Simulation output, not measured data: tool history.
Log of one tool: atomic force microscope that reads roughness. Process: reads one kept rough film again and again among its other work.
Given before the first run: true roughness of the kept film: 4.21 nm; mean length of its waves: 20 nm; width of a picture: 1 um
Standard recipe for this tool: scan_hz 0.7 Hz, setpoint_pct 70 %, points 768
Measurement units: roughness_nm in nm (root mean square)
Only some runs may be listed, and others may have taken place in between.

run	hour	scan_hz	setpoint_pct	points	roughness_nm
1	0	0.7	70	768	3.16
2	17.5	0.7	74	768	3.051
3	34.2	0.7	74	768	2.944
4	47.4	0.7	74	768	2.889
5	63.8	0.7	74	768	2.833
6	73.3	0.7	70	768	2.801
7	90.7	0.7	70	768	2.72
8	99.6	0.7	70	768	2.68
9	116.6	0.7	70	768	2.626
# hour 118.6: height scale calibrated on a step standard
10	128.8	0.7	85	488	2.486
11	138	0.7	85	488	2.443
12	147.3	0.7	85	488	2.4
13	165.6	0.947	58	560	2.459
# hour 167.7: height scale calibrated on a step standard, once more
14	177.5	0.947	58	560	2.413
15	190.3	0.999	58	326	2.352
16	203	0.7	69	691	2.329
17	221.1	1.336	86	974	2.065
18	237.6	1.336	86	974	2.036

Alternative continuations, all from the tool just after run 18; predict every row:
A	254.2	0.7	80	816	?
B	254.2	0.581	71	373	?
C	254.2	2.201	86	974	?
D	254.2	1.336	70	818	?
E	254.2	2.284	66	869	?

run	roughness_nm
A	2.135
B	2.163
C	1.838
D	2.128
E	2.095
What these runs would have given with no unlogged condition in the tool:
run	roughness_nm
A	3.282
B	3.324
C	2.823
D	3.268
E	3.215
